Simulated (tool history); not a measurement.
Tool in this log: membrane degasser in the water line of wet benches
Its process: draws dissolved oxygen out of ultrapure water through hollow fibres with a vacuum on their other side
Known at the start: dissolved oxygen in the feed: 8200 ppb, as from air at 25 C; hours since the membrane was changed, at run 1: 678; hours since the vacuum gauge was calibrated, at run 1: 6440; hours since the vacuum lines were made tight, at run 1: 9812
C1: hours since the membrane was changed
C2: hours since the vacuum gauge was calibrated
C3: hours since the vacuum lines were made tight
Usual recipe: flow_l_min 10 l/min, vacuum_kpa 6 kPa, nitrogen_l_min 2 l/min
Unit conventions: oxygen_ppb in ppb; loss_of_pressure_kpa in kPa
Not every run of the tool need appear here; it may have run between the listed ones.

Run 1, day 0: usual settings; C1 678; C2 6440; C3 9812. Result: oxygen_ppb 200.8 ppb, loss_of_pressure_kpa 58.75 kPa.
Run 2, day 0.979: usual settings but vacuum_kpa 12.97 kPa; C1 702; C2 6464; C3 9836. Result: oxygen_ppb 282.9 ppb, loss_of_pressure_kpa 58.5 kPa.
Run 3, day 2.671: usual settings but vacuum_kpa 12.97 kPa; C1 742; C2 6504; C3 9877. Result: oxygen_ppb 278 ppb, loss_of_pressure_kpa 58.15 kPa.
Run 4, day 4.375: usual settings but vacuum_kpa 12.97 kPa, nitrogen_l_min 1.75 l/min; C1 783; C2 6545; C3 9918. Result: oxygen_ppb 299.2 ppb, loss_of_pressure_kpa 58.17 kPa.
Run 5, day 5.617: usual settings but vacuum_kpa 12.97 kPa, nitrogen_l_min 1.75 l/min; C1 813; C2 6575; C3 9947. Result: oxygen_ppb 296.2 ppb, loss_of_pressure_kpa 58.08 kPa.
Run 6, day 6.762: usual settings but vacuum_kpa 12.99 kPa, nitrogen_l_min 1.75 l/min; C1 841; C2 6602; C3 9975. Result: oxygen_ppb 297.6 ppb, loss_of_pressure_kpa 58.02 kPa.
Run 7, day 7.742: usual settings but vacuum_kpa 12.99 kPa, nitrogen_l_min 1.75 l/min; C1 864; C2 6626; C3 9998. Result: oxygen_ppb 297.1 ppb, loss_of_pressure_kpa 57.62 kPa.
Run 8, day 8.988: usual settings but vacuum_kpa 12.99 kPa, nitrogen_l_min 0.96 l/min; C1 894; C2 6656; C3 10028. Result: oxygen_ppb 391.5 ppb, loss_of_pressure_kpa 58.46 kPa.
Run 9, day 9.925: usual settings but vacuum_kpa 12.99 kPa, nitrogen_l_min 0.96 l/min; C1 916; C2 6678; C3 10051. Result: oxygen_ppb 396.2 ppb, loss_of_pressure_kpa 57.69 kPa.
Run 10, day 11.275: usual settings but vacuum_kpa 12.99 kPa, nitrogen_l_min 0.96 l/min; C1 949; C2 6711; C3 10083. Result: oxygen_ppb 395 ppb, loss_of_pressure_kpa 56.9 kPa.
Run 11, day 12.108: usual settings but vacuum_kpa 12.99 kPa, nitrogen_l_min 0.96 l/min; C1 969; C2 6731; C3 10103. Result: oxygen_ppb 397.2 ppb, loss_of_pressure_kpa 57.53 kPa.
Run 12, day 13.65: usual settings but vacuum_kpa 5.95 kPa, nitrogen_l_min 1.78 l/min; C1 1006; C2 6768; C3 10140. Result: oxygen_ppb 208.3 ppb, loss_of_pressure_kpa 57.17 kPa.
Run 13, day 15.15: usual settings but vacuum_kpa 5.95 kPa, nitrogen_l_min 1.78 l/min; C1 1042; C2 6804; C3 10176. Result: oxygen_ppb 199.4 ppb, loss_of_pressure_kpa 57.03 kPa.
Run 14, day 16.871: usual settings but vacuum_kpa 5.95 kPa, nitrogen_l_min 1.78 l/min; C1 1083; C2 6845; C3 10217. Result: oxygen_ppb 203.8 ppb, loss_of_pressure_kpa 57.16 kPa.
At day 17.675: gauge calibrated.
Run 15, day 18.379: usual settings but vacuum_kpa 5.95 kPa, nitrogen_l_min 2.04 l/min; C1 1119; C2 6881; C3 10254. Result: oxygen_ppb 200.9 ppb, loss_of_pressure_kpa 58.7 kPa.
Run 16, day 20.233: usual settings but flow_l_min 7 l/min, vacuum_kpa 3.6 kPa, nitrogen_l_min 2.04 l/min; C1 1164; C2 6926; C3 10298. Result: oxygen_ppb 46.5 ppb, loss_of_pressure_kpa 40.91 kPa.
Run 17, day 21.975: usual settings but flow_l_min 7 l/min, vacuum_kpa 4.08 kPa, nitrogen_l_min 2.21 l/min; C1 1206; C2 6968; C3 10340. Result: oxygen_ppb 49.7 ppb, loss_of_pressure_kpa 41.04 kPa.
Run 18, day 23.975: usual settings but flow_l_min 9 l/min, vacuum_kpa 10.16 kPa, nitrogen_l_min 1.94 l/min; C1 1254; C2 7016; C3 10388. Result: oxygen_ppb 195.5 ppb, loss_of_pressure_kpa 52.04 kPa.
Run 19, day 25.354: usual settings but vacuum_kpa 3.98 kPa, nitrogen_l_min 1.36 l/min; C1 1287; C2 7049; C3 10421. Result: oxygen_ppb 180.8 ppb, loss_of_pressure_kpa 58.18 kPa.

Hidden state or all else? Some run-to-run changes of loss_of_pressure_kpa, split into what the settings, what came in and random variation would give without the hidden state, and what is left for the hidden state (with any gauge scatter that isn't in both results):
The tool's hidden condition here consists of: membrane still open, %; true pressure behind the membrane over the reading, kPa; air that leaks in behind the membrane, l/min; drift of the gauge itself on oxygen_ppb, %; drift of the gauge itself on loss_of_pressure_kpa, %.
Run 14 -> 15: nitrogen_l_min 1.78 -> 2.04, gauge calibrated. loss_of_pressure_kpa +1.54 kPa: hidden state +1.47, all else +0.07.
Run 15 -> 16: flow_l_min 10 -> 7, vacuum_kpa 5.95 -> 3.6. loss_of_pressure_kpa -17.79 kPa: hidden state -0.1, all else -17.69.
